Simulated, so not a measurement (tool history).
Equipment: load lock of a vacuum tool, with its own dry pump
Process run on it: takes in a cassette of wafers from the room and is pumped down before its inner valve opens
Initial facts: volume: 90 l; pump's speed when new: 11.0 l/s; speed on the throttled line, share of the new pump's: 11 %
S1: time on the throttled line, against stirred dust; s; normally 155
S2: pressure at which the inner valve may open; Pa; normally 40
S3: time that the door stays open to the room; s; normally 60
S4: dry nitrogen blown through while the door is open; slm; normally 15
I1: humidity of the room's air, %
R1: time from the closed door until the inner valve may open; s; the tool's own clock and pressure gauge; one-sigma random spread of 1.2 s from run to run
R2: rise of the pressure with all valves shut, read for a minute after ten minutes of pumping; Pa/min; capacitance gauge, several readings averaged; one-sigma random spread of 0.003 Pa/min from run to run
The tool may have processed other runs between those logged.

run,hour,S1,S2,S3,S4,I1,R1,R2
1,0,155,40,60,15,46.5,206.1,0.3
2,363.8,155,40,60,15,43.4,204.3,0.315
3,692.4,155,40,60,15,45.8,207.2,0.324
4,879,251,40,60,15,42.6,292.5,0.325
5,1180.5,251,40,60,15,46.6,294.9,0.333
6,1428.5,155,40,60,15,44,207.5,0.351
7,1681.1,155,40,60,15,42.2,207.2,0.342
8,1888.5,155,40,60,27,45,208.4,0.346
9,2102.3,155,40,60,27,48.5,210,0.357
10,2403.8,175,40,60,15,47.9,226.8,0.389
11,2623.3,175,40,60,15,43.1,226.2,0.381
12,2910.1,175,40,60,15,44.7,225.1,0.391
13,3119.1,175,40,60,15,45.7,228.4,0.399
14,3479,175,40,60,15,43.4,226.3,0.424
15,3723.1,155,40,60,15,44,210.1,0.423
16,4004.4,155,40,60,17,43.1,209.7,0.438
17,4236.6,155,40,60,33,44.2,211.4,0.43
18,4456.8,155,40,60,33,46.1,210.8,0.444
19,4763.2,155,40,60,33,46.9,212.3,0.462
20,5032.2,171,40,60,34,45,222.9,0.465
21,5192.3,171,40,60,34,42.9,223.3,0.463
22,5435.3,302,34,111,15,45.3,338,0.504
23,5650.4,302,44,111,6,42.6,335.1,0.54
24,5846.1,302,44,111,6,47,337.1,0.556
25,6056.9,143,40,60,30,41.2,200.6,0.516
26,6248.3,143,40,60,30,44.9,202.8,0.517
27,6480.1,143,40,60,30,41,200.2,0.53
28,6871.8,143,54,60,30,46.4,199.3,0.54
29,7103,84,54,60,30,44.9,147.5,0.562
30,7286.3,101,75,60,15,41.4,158.9,0.568
31,7634.9,101,75,60,7,42.6,161.5,0.605
32,7862.6,101,75,60,7,42.5,160.4,0.61
# hour 8209.3: door's seal changed, seat wiped
33,8238.1,169,75,60,10,44.1,220.6,0.033
34,8488.1,155,49,60,29,46.3,211,0.023
35,8765.5,174,49,60,29,41.1,227.6,0.022
36,8948.7,155,32,60,31,45.3,219.6,0.021

5 options for the next run, each taken on its own from the tool as it stands now. Forecast them:
A,9136.9,155,32,26,31,49,?,?
B,9136.9,155,77,64,24,48.3,?,?
C,9136.9,155,32,199,31,45.5,?,?
D,9136.9,155,40,60,19,41.7,?,?
E,9136.9,155,63,60,29,42.4,?,?

run,R1,R2
A,216.3,0.021
B,208.2,0.028
C,218.9,0.051
D,216,0.032
E,212.5,0.029
Take away the tool's hidden state, keep each run's random variation, and the runs would have read:
run,R1,R2
A,202.6,0.013
B,196.7,0.019
C,205.2,0.043
D,203,0.023
E,200.4,0.02
